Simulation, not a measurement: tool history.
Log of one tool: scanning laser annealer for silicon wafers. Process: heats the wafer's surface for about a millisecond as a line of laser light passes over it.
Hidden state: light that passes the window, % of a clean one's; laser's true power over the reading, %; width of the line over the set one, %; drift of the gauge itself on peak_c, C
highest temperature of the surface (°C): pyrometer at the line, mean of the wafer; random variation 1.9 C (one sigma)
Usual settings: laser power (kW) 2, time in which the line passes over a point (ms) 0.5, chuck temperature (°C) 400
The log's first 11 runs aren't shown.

| run | hour | laser power (kW) | time in which the line passes over a point (ms) | chuck temperature (°C) | hours of work since the window was cleaned | hours of work since the power meter was calibrated | hours of work since the optics were aligned | highest temperature of the surface (°C) |
|---|---|---|---|---|---|---|---|---|
| 12 | 732.4 | 2 | 0.5 | 400 | 266 | 470 | 214 | 1212 |
| 13 | 772.4 | 2 | 0.5 | 400 | 288 | 492 | 235 | 1217 |
| 14 | 830.6 | 2 | 0.5 | 400 | 319 | 523 | 266 | 1210 |
| 15 | 923.5 | 2 | 0.5 | 400 | 368 | 572 | 316 | 1208 |
| 16 | 972.4 | 2 | 0.5 | 400 | 395 | 599 | 342 | 1210 |
| 17 | 1044.3 | 2 | 0.5 | 400 | 433 | 637 | 380 | 1204 |
| 18 | 1105.6 | 2 | 0.5 | 400 | 466 | 670 | 413 | 1207 |
| 19 | 1183.8 | 2 | 0.5 | 400 | 508 | 712 | 455 | 1199 |
| 20 | 1245.6 | 1.918 | 0.5 | 363 | 541 | 745 | 488 | 1130 |
| 21 | 1326.3 | 1.732 | 0.574 | 363 | 584 | 788 | 531 | 1115 |
| 22 | 1400.8 | 1.732 | 0.574 | 363 | 624 | 828 | 571 | 1118 |
| 23 | 1439.4 | 1.71 | 0.5 | 424 | 644 | 848 | 592 | 1106 |
| 24 | 1521.5 | 2.197 | 0.5 | 424 | 688 | 892 | 635 | 1293 |
| 25 | 1582.8 | 1.953 | 0.61 | 404 | 721 | 925 | 668 | 1279 |
| 26 | 1635.2 | 1.962 | 0.403 | 433 | 749 | 953 | 696 | 1114 |
| 27 | 1709.6 | 1.962 | 0.403 | 433 | 789 | 993 | 736 | 1115 |
| 28 | 1759.1 | 1.751 | 0.363 | 395 | 815 | 1019 | 762 | 968 |
| 29 | 1821 | 1.705 | 0.5 | 400 | 848 | 1052 | 796 | 1073 |
| 30 | 1885.4 | 1.76 | 0.5 | 401 | 883 | 1087 | 830 | 1091 |
| 31 | 1927.8 | 1.947 | 0.471 | 400 | 905 | 1109 | 853 | 1133 |

3 ways to go on from here, each from the tool as it stands after run 31. What would each give?
| A | 1995.9 | 1.947 | 0.35 | 400 | 942 | 1146 | 889 | ? |
| B | 1995.9 | 1.879 | 0.471 | 400 | 942 | 1146 | 889 | ? |
| C | 1995.9 | 2.038 | 0.362 | 400 | 942 | 1146 | 889 | ? |

| run | highest temperature of the surface (°C) |
|---|---|
| A | 1013 |
| B | 1109 |
| C | 1051 |
Without the tool's hidden state the same runs would have given:
| run | highest temperature of the surface (°C) |
|---|---|
| A | 1054 |
| B | 1156 |
| C | 1095 |

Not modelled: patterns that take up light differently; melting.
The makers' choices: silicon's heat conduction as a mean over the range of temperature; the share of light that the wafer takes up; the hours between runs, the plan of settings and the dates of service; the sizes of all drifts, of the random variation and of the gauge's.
